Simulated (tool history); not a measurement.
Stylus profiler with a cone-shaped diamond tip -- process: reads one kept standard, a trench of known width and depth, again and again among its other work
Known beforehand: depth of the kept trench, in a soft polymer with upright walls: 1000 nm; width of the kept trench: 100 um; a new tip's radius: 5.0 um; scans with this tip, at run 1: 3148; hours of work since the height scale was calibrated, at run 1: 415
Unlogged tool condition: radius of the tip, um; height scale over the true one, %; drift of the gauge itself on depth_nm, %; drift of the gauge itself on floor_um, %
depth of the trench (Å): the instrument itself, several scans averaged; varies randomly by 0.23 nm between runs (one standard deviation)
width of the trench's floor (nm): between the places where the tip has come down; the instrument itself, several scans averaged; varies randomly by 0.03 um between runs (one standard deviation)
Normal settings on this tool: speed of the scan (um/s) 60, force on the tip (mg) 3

run,day,speed of the scan (um/s),force on the tip (mg),scans with this tip,hours of work since the height scale was calibrated,depth of the trench (Å),width of the trench's floor (nm)
1,0,60,3,3148,415,10104.7,93320
2,1.004,60,3,3255,429,10103.3,93220
3,2.279,60,3,3391,447,10102.3,93230
4,3.908,60,3,3564,469,10096.4,93130
5,4.883,60,3,3668,483,10105.3,93150
6,6.771,60,3,3870,510,10100,93160
7,8.025,60,3,4003,527,10100,93120
8,8.967,60,3,4103,540,10102.7,93160
9,9.875,60,3,4200,553,10101.7,93100

Estimate the outcome of run 10 from the log above:
10,10.812,21,1.96,4300,566,?,?

{"run 10": {"depth of the trench (Å)": 10072.7, "width of the trench's floor (nm)": 93310}}
Take away the tool's hidden state, keep the run-to-run variation as it was, and the same run would have given depth of the trench (Å) 10081, width of the trench's floor (nm) 93860.
